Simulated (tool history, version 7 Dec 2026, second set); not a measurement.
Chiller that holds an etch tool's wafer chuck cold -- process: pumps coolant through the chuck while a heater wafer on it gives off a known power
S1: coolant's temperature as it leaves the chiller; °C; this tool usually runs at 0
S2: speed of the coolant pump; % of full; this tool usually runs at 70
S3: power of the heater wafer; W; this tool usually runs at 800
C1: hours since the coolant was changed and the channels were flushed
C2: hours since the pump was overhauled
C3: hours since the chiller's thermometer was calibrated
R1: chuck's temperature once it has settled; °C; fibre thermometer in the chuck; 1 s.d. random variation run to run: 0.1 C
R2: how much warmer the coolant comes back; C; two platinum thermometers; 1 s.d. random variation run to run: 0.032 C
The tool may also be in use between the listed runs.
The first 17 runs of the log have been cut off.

{"run": 18, "hour": 569.8, "S1": 0, "S2": 67, "S3": 800, "C1": 3053, "C2": 1535, "C3": 3243, "R1": 11.2, "R2": 4.28}
{"run": 19, "hour": 607.9, "S1": 0, "S2": 76, "S3": 800, "C1": 3091, "C2": 1574, "C3": 3281, "R1": 10.0, "R2": 3.73}
{"run": 20, "hour": 636.1, "S1": 0, "S2": 100, "S3": 781, "C1": 3120, "C2": 1602, "C3": 3310, "R1": 7.7, "R2": 2.74}
{"run": 21, "hour": 677.8, "S1": 5, "S2": 77, "S3": 800, "C1": 3161, "C2": 1643, "C3": 3351, "R1": 14.9, "R2": 3.69}
{"run": 22, "hour": 708.1, "S1": 5, "S2": 77, "S3": 800, "C1": 3192, "C2": 1674, "C3": 3381, "R1": 14.9, "R2": 3.72}
{"run": 23, "hour": 750.7, "S1": 5, "S2": 77, "S3": 800, "C1": 3234, "C2": 1716, "C3": 3424, "R1": 14.8, "R2": 3.68}
{"run": 24, "hour": 774.9, "S1": -3, "S2": 70, "S3": 566, "C1": 3258, "C2": 1741, "C3": 3448, "R1": 4.5, "R2": 2.9}
{"run": 25, "hour": 818.7, "S1": 4, "S2": 74, "S3": 994, "C1": 3302, "C2": 1784, "C3": 3492, "R1": 16.9, "R2": 4.76}
{"run": 26, "hour": 857.2, "S1": -2, "S2": 78, "S3": 1103, "C1": 3341, "C2": 1823, "C3": 3531, "R1": 11.4, "R2": 4.95}
{"run": 27, "hour": 901.6, "S1": -2, "S2": 78, "S3": 1103, "C1": 3385, "C2": 1867, "C3": 3575, "R1": 11.4, "R2": 4.94}
{"run": 28, "hour": 939.4, "S1": 0, "S2": 95, "S3": 800, "C1": 3423, "C2": 1905, "C3": 3613, "R1": 8.2, "R2": 2.93}
{"run": 29, "hour": 983.9, "S1": -4, "S2": 61, "S3": 783, "C1": 3467, "C2": 1950, "C3": 3657, "R1": 7.9, "R2": 4.61}
{"run": 30, "hour": 1019.6, "S1": 5, "S2": 78, "S3": 510, "C1": 3503, "C2": 1985, "C3": 3693, "R1": 11.2, "R2": 2.29}
{"run": 31, "hour": 1042.5, "S1": 7, "S2": 78, "S3": 510, "C1": 3526, "C2": 2008, "C3": 3716, "R1": 13.4, "R2": 2.34}
{"run": 32, "hour": 1072.0, "S1": 7, "S2": 78, "S3": 510, "C1": 3556, "C2": 2038, "C3": 3745, "R1": 13.1, "R2": 2.3}
{"run": 33, "hour": 1100.7, "S1": 3, "S2": 63, "S3": 500, "C1": 3584, "C2": 2066, "C3": 3774, "R1": 10.5, "R2": 2.86}

3 options for the next run, each taken on its own from the tool as it stands now. Forecast them:
{"run": "A", "hour": 1136.4, "S1": 1, "S2": 63, "S3": 500, "C1": 3620, "C2": 2102, "C3": 3810, "R1": "?", "R2": "?"}
{"run": "B", "hour": 1136.4, "S1": 3, "S2": 91, "S3": 473, "C1": 3620, "C2": 2102, "C3": 3810, "R1": "?", "R2": "?"}
{"run": "C", "hour": 1136.4, "S1": 0, "S2": 97, "S3": 786, "C1": 3620, "C2": 2102, "C3": 3810, "R1": "?", "R2": "?"}

run=A R1=8.6 R2=2.84
run=B R1=8.0 R2=1.77
run=C R1=8.0 R2=2.88
Had the tool no hidden state, the same runs would have come out as:
run=A R1=8.5 R2=2.84
run=B R1=8.0 R2=1.77
run=C R1=7.9 R2=2.87
